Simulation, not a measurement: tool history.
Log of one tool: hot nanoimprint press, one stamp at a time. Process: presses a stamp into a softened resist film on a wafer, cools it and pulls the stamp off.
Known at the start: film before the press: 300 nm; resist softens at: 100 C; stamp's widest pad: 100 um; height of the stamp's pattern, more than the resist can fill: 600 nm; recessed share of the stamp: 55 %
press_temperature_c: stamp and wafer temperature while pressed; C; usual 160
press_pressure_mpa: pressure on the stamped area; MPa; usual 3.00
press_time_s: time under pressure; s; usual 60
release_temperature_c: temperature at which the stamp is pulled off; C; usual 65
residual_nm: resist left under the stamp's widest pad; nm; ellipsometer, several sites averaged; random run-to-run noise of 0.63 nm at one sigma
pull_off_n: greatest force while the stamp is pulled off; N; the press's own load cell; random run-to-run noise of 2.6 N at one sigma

Run 1, hour 0.0: usual settings. Result: residual_nm 165.0 nm, pull_off_n 223 N.
Run 2, hour 9.0: usual settings. Result: residual_nm 164.5 nm, pull_off_n 233 N.
Run 3, hour 18.9: usual settings but release_temperature_c 50 C. Result: residual_nm 165.4 nm, pull_off_n 292 N.
Run 4, hour 28.2: usual settings but release_temperature_c 50 C. Result: residual_nm 165.8 nm, pull_off_n 297 N.
Run 5, hour 33.5: usual settings. Result: residual_nm 166.6 nm, pull_off_n 235 N.
Run 6, hour 46.9: usual settings. Result: residual_nm 166.8 nm, pull_off_n 194 N.
Run 7, hour 54.5: usual settings. Result: residual_nm 166.6 nm, pull_off_n 197 N.
Run 8, hour 60.9: usual settings. Result: residual_nm 166.2 nm, pull_off_n 195 N.
Run 9, hour 70.7: usual settings but press_temperature_c 168 C. Result: residual_nm 107.7 nm, pull_off_n 198 N.
Run 10, hour 76.8: usual settings but press_temperature_c 168 C. Result: residual_nm 106.6 nm, pull_off_n 204 N.
Run 11, hour 85.2: usual settings. Result: residual_nm 166.9 nm, pull_off_n 201 N.
Run 12, hour 92.7: usual settings but press_pressure_mpa 2.97 MPa. Result: residual_nm 167.9 nm, pull_off_n 209 N.
Run 13, hour 100.7: usual settings but press_pressure_mpa 1.83 MPa. Result: residual_nm 201.8 nm, pull_off_n 208 N.
Run 14, hour 107.4: usual settings but press_pressure_mpa 3.23 MPa. Result: residual_nm 163.5 nm, pull_off_n 205 N.
Run 15, hour 114.2: usual settings but press_pressure_mpa 4.02 MPa. Result: residual_nm 147.6 nm, pull_off_n 202 N.
Run 16, hour 120.9: usual settings but press_time_s 50 s, release_temperature_c 69 C. Result: residual_nm 176.6 nm, pull_off_n 191 N.
Run 17, hour 126.8: usual settings but press_temperature_c 167 C, press_pressure_mpa 3.72 MPa, release_temperature_c 51 C. Result: residual_nm 101.5 nm, pull_off_n 260 N.
Run 18, hour 136.7: usual settings but press_temperature_c 167 C, press_pressure_mpa 3.72 MPa, release_temperature_c 51 C. Result: residual_nm 102.8 nm, pull_off_n 259 N.
Run 19, hour 146.5: usual settings but press_temperature_c 167 C, press_pressure_mpa 2.70 MPa, release_temperature_c 69 C. Result: residual_nm 121.2 nm, pull_off_n 192 N.
Run 20, hour 152.6: usual settings but press_temperature_c 170 C, press_pressure_mpa 1.88 MPa, press_time_s 45 s, release_temperature_c 73 C. Result: residual_nm 138.6 nm, pull_off_n 181 N.
Run 21, hour 160.9: usual settings but press_temperature_c 170 C, press_pressure_mpa 1.88 MPa, press_time_s 45 s, release_temperature_c 73 C. Result: residual_nm 139.1 nm, pull_off_n 179 N.
Run 22, hour 169.5: usual settings but press_temperature_c 170 C, press_pressure_mpa 2.18 MPa, press_time_s 59 s, release_temperature_c 73 C. Result: residual_nm 117.1 nm, pull_off_n 179 N.
Run 23, hour 174.4: usual settings but press_temperature_c 164 C, press_pressure_mpa 2.18 MPa, press_time_s 59 s, release_temperature_c 73 C. Result: residual_nm 158.1 nm, pull_off_n 181 N.
Run 24, hour 178.6: usual settings but press_temperature_c 164 C, press_pressure_mpa 2.18 MPa, press_time_s 59 s, release_temperature_c 73 C. Result: residual_nm 158.1 nm, pull_off_n 180 N.
Run 25, hour 185.3: usual settings but press_temperature_c 164 C, press_pressure_mpa 1.97 MPa, press_time_s 37 s, release_temperature_c 64 C. Result: residual_nm 191.5 nm, pull_off_n 216 N.
Run 26, hour 189.8: usual settings but press_temperature_c 148 C, press_pressure_mpa 1.97 MPa, press_time_s 37 s, release_temperature_c 64 C. Result: residual_nm 286.9 nm, pull_off_n 221 N.
Run 27, hour 200.3: usual settings but press_temperature_c 161 C, press_time_s 113 s. Result: residual_nm 123.7 nm, pull_off_n 214 N.
Run 28, hour 209.6: usual settings but press_temperature_c 161 C, press_time_s 51 s, release_temperature_c 62 C. Result: residual_nm 164.5 nm, pull_off_n 229 N.
Run 29, hour 214.5: usual settings but press_temperature_c 161 C, press_time_s 51 s, release_temperature_c 62 C. Result: residual_nm 163.0 nm, pull_off_n 224 N.

Missing from the log above: 2 entries noted between runs. For each, name the pair of listed runs it sits between and say how the tool's hidden condition differs from the listed run just before to the listed run just after:
In the gap between runs 5 and 6: stamp cleaned and given a new release coat (hour 42.2)
  true temperature over the reading, C: -0.62 -> -0.63; pressure that arrives at the usual setting, %: 98.89 -> 98.87; grip of the stamp's worn release coat, % over a new coat's: 19.7 -> 0.3
  difference, measured minus the result without the unlogged condition, residual_nm: +6.2 -> +6.3 nm; pull_off_n: +41 -> +3 N
In the gap between runs 26 and 27: plate thermocouple calibrated (hour 199.6)
  true temperature over the reading, C: -0.89 -> -0.26; pressure that arrives at the usual setting, %: 98.54 -> 98.53; grip of the stamp's worn release coat, % over a new coat's: 9.6 -> 10.1
  difference, measured minus the result without the unlogged condition, residual_nm: +2.5 -> +2.8 nm; pull_off_n: +23 -> +21 N
